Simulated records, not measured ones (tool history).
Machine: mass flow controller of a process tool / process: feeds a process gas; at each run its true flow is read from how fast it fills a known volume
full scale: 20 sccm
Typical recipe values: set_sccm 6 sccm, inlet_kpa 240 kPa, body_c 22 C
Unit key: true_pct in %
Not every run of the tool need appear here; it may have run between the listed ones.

run 1 hour=0 | set_sccm=6 inlet_kpa=240 body_c=22 | true_pct=99.35
run 2 hour=152.5 | set_sccm=6 inlet_kpa=240 body_c=22 | true_pct=99.34
run 3 hour=257.4 | set_sccm=6 inlet_kpa=200 body_c=22 | true_pct=99.49
run 4 hour=483.2 | set_sccm=5 inlet_kpa=240 body_c=22 | true_pct=99.36
run 5 hour=662.8 | set_sccm=5 inlet_kpa=192 body_c=22 | true_pct=99.57
run 6 hour=872.4 | set_sccm=5 inlet_kpa=192 body_c=22 | true_pct=99.65
run 7 hour=1084.8 | set_sccm=6 inlet_kpa=240 body_c=22 | true_pct=99.39
run 8 hour=1287.6 | set_sccm=6 inlet_kpa=240 body_c=22 | true_pct=99.53
run 9 hour=1515.8 | set_sccm=6 inlet_kpa=240 body_c=22 | true_pct=99.64
run 10 hour=1676.7 | set_sccm=6 inlet_kpa=240 body_c=22 | true_pct=99.47
run 11 hour=1856 | set_sccm=6 inlet_kpa=240 body_c=22 | true_pct=99.55
run 12 hour=1990.7 | set_sccm=3 inlet_kpa=240 body_c=22 | true_pct=100.13
-- hour=2012.4 controller's zero set anew
run 13 hour=2189.7 | set_sccm=6 inlet_kpa=230 body_c=22 | true_pct=100.1
run 14 hour=2349.9 | set_sccm=6 inlet_kpa=151 body_c=22 | true_pct=100.29
-- hour=2472.5 controller's zero set anew, once more
run 15 hour=2498.3 | set_sccm=4 inlet_kpa=240 body_c=22 | true_pct=98.82
run 16 hour=2694 | set_sccm=6 inlet_kpa=240 body_c=22 | true_pct=98.97
run 17 hour=2801.1 | set_sccm=6 inlet_kpa=240 body_c=22 | true_pct=98.91
run 18 hour=2920.3 | set_sccm=5 inlet_kpa=194 body_c=32 | true_pct=98.14
run 19 hour=3028 | set_sccm=16 inlet_kpa=175 body_c=22 | true_pct=99.6
run 20 hour=3215 | set_sccm=16 inlet_kpa=175 body_c=22 | true_pct=99.58
run 21 hour=3400.1 | set_sccm=3 inlet_kpa=142 body_c=22 | true_pct=99.3
run 22 hour=3557.5 | set_sccm=3 inlet_kpa=142 body_c=22 | true_pct=99.2
run 23 hour=3743.1 | set_sccm=6 inlet_kpa=240 body_c=29 | true_pct=98.49
run 24 hour=3930.6 | set_sccm=13 inlet_kpa=162 body_c=22 | true_pct=99.62
run 25 hour=4032.9 | set_sccm=6 inlet_kpa=240 body_c=20 | true_pct=99.2
run 26 hour=4238.3 | set_sccm=3 inlet_kpa=155 body_c=31 | true_pct=98.69
run 27 hour=4433.4 | set_sccm=6 inlet_kpa=245 body_c=35 | true_pct=98.12
run 28 hour=4533.7 | set_sccm=2 inlet_kpa=156 body_c=21 | true_pct=100.13

Each row is a separate what-if for the run after 28, all from the same tool condition, not one after another. Results?
run A hour=4712.4 | set_sccm=2 inlet_kpa=240 body_c=20 | true_pct=?
run B hour=4712.4 | set_sccm=3 inlet_kpa=240 body_c=22 | true_pct=?
run C hour=4712.4 | set_sccm=4 inlet_kpa=220 body_c=21 | true_pct=?
run D hour=4712.4 | set_sccm=10 inlet_kpa=279 body_c=25 | true_pct=?
run E hour=4712.4 | set_sccm=6 inlet_kpa=204 body_c=38 | true_pct=?

run=A true_pct=100
run=B true_pct=99.53
run=C true_pct=99.38
run=D true_pct=98.92
run=E true_pct=98.1
Take away the tool's hidden state, keep each run's random variation, and the runs would have read:
run=A true_pct=99.15
run=B true_pct=99.17
run=C true_pct=99.26
run=D true_pct=99.25
run=E true_pct=98.23
